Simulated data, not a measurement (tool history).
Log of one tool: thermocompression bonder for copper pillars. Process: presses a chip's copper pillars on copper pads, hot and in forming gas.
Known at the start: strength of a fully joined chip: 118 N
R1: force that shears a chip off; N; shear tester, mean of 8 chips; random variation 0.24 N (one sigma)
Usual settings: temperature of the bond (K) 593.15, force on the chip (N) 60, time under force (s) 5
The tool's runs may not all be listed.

{"run": 1, "day": 0.0, "temperature of the bond (K)": 593.15, "force on the chip (N)": 60, "time under force (s)": 5, "R1": 83.9}
{"run": 2, "day": 2.458, "temperature of the bond (K)": 593.15, "force on the chip (N)": 60, "time under force (s)": 5, "R1": 83.5}
{"run": 3, "day": 5.421, "temperature of the bond (K)": 593.15, "force on the chip (N)": 60, "time under force (s)": 5, "R1": 83.1}
{"run": 4, "day": 8.283, "temperature of the bond (K)": 593.15, "force on the chip (N)": 60, "time under force (s)": 5, "R1": 83.4}
{"day": 11.325, "done": "forming gas filter changed"}
{"run": 5, "day": 11.325, "temperature of the bond (K)": 593.15, "force on the chip (N)": 60, "time under force (s)": 5, "R1": 88.0}
{"run": 6, "day": 14.225, "temperature of the bond (K)": 593.15, "force on the chip (N)": 60, "time under force (s)": 5, "R1": 87.4}
{"run": 7, "day": 16.521, "temperature of the bond (K)": 593.15, "force on the chip (N)": 60, "time under force (s)": 5, "R1": 86.6}
{"run": 8, "day": 19.404, "temperature of the bond (K)": 593.15, "force on the chip (N)": 60, "time under force (s)": 5, "R1": 87.1}
{"run": 9, "day": 21.25, "temperature of the bond (K)": 593.15, "force on the chip (N)": 60, "time under force (s)": 3, "R1": 76.1}
{"run": 10, "day": 23.017, "temperature of the bond (K)": 593.15, "force on the chip (N)": 60, "time under force (s)": 3, "R1": 76.3}
{"run": 11, "day": 25.054, "temperature of the bond (K)": 593.15, "force on the chip (N)": 60, "time under force (s)": 3, "R1": 75.5}
{"run": 12, "day": 27.046, "temperature of the bond (K)": 593.15, "force on the chip (N)": 60, "time under force (s)": 3, "R1": 75.6}
{"run": 13, "day": 28.983, "temperature of the bond (K)": 593.15, "force on the chip (N)": 60, "time under force (s)": 9, "R1": 96.2}
{"run": 14, "day": 31.279, "temperature of the bond (K)": 593.15, "force on the chip (N)": 60, "time under force (s)": 9, "R1": 95.7}
{"run": 15, "day": 33.604, "temperature of the bond (K)": 593.15, "force on the chip (N)": 60, "time under force (s)": 9, "R1": 95.0}
{"run": 16, "day": 35.783, "temperature of the bond (K)": 593.15, "force on the chip (N)": 68, "time under force (s)": 5, "R1": 91.5}
{"run": 17, "day": 37.704, "temperature of the bond (K)": 593.15, "force on the chip (N)": 39, "time under force (s)": 5, "R1": 58.7}
{"run": 18, "day": 39.742, "temperature of the bond (K)": 593.15, "force on the chip (N)": 39, "time under force (s)": 5, "R1": 58.4}
{"run": 19, "day": 41.671, "temperature of the bond (K)": 593.15, "force on the chip (N)": 60, "time under force (s)": 5, "R1": 83.7}
{"run": 20, "day": 43.004, "temperature of the bond (K)": 608.15, "force on the chip (N)": 60, "time under force (s)": 5, "R1": 90.4}
{"day": 44.188, "done": "forming gas filter changed"}
{"run": 21, "day": 45.975, "temperature of the bond (K)": 608.15, "force on the chip (N)": 60, "time under force (s)": 5, "R1": 96.6}
{"day": 46.246, "done": "force cell calibrated"}
{"run": 22, "day": 47.838, "temperature of the bond (K)": 568.15, "force on the chip (N)": 48, "time under force (s)": 5, "R1": 62.6}
{"run": 23, "day": 49.442, "temperature of the bond (K)": 614.15, "force on the chip (N)": 65, "time under force (s)": 5, "R1": 103.8}
{"day": 51.125, "done": "force cell calibrated, once more"}
{"run": 24, "day": 51.671, "temperature of the bond (K)": 607.15, "force on the chip (N)": 41, "time under force (s)": 5, "R1": 68.5}
{"run": 25, "day": 53.1, "temperature of the bond (K)": 595.15, "force on the chip (N)": 60, "time under force (s)": 5, "R1": 85.2}
{"run": 26, "day": 54.875, "temperature of the bond (K)": 595.15, "force on the chip (N)": 60, "time under force (s)": 5, "R1": 85.4}
{"run": 27, "day": 57.046, "temperature of the bond (K)": 578.15, "force on the chip (N)": 60, "time under force (s)": 3, "R1": 64.7}
{"run": 28, "day": 60.117, "temperature of the bond (K)": 606.15, "force on the chip (N)": 60, "time under force (s)": 3, "R1": 80.1}
{"run": 29, "day": 62.05, "temperature of the bond (K)": 606.15, "force on the chip (N)": 60, "time under force (s)": 3, "R1": 80.3}
{"run": 30, "day": 64.842, "temperature of the bond (K)": 606.15, "force on the chip (N)": 60, "time under force (s)": 3, "R1": 79.7}
{"run": 31, "day": 66.158, "temperature of the bond (K)": 595.15, "force on the chip (N)": 75, "time under force (s)": 3, "R1": 86.8}
{"run": 32, "day": 68.45, "temperature of the bond (K)": 595.15, "force on the chip (N)": 75, "time under force (s)": 3, "R1": 86.4}
{"run": 33, "day": 70.721, "temperature of the bond (K)": 595.15, "force on the chip (N)": 75, "time under force (s)": 7, "R1": 99.9}
{"run": 34, "day": 73.083, "temperature of the bond (K)": 620.15, "force on the chip (N)": 56, "time under force (s)": 12, "R1": 102.8}
{"run": 35, "day": 74.383, "temperature of the bond (K)": 593.15, "force on the chip (N)": 44, "time under force (s)": 3, "R1": 53.9}
{"run": 36, "day": 76.333, "temperature of the bond (K)": 593.15, "force on the chip (N)": 60, "time under force (s)": 12, "R1": 96.6}
{"day": 77.3, "done": "forming gas filter changed"}
{"run": 37, "day": 78.262, "temperature of the bond (K)": 570.15, "force on the chip (N)": 60, "time under force (s)": 11, "R1": 89.7}
{"run": 38, "day": 80.608, "temperature of the bond (K)": 584.15, "force on the chip (N)": 52, "time under force (s)": 5, "R1": 72.7}
{"run": 39, "day": 82.221, "temperature of the bond (K)": 584.15, "force on the chip (N)": 52, "time under force (s)": 5, "R1": 72.7}
{"run": 40, "day": 84.012, "temperature of the bond (K)": 597.15, "force on the chip (N)": 56, "time under force (s)": 12, "R1": 100.9}
{"run": 41, "day": 85.875, "temperature of the bond (K)": 597.15, "force on the chip (N)": 56, "time under force (s)": 3, "R1": 73.7}

3 ways to go on from here, each from the tool as it stands after run 41. What would each give?
{"run": "A", "day": 88.162, "temperature of the bond (K)": 597.15, "force on the chip (N)": 50, "time under force (s)": 3, "R1": "?"}
{"run": "B", "day": 88.162, "temperature of the bond (K)": 577.15, "force on the chip (N)": 63, "time under force (s)": 11, "R1": "?"}
{"run": "C", "day": 88.162, "temperature of the bond (K)": 597.15, "force on the chip (N)": 56, "time under force (s)": 4, "R1": "?"}

run=A R1=65.7
run=B R1=95.0
run=C R1=79.3
Without the tool's hidden state the same runs would have given:
run=A R1=63.3
run=B R1=93.7
run=C R1=77.2
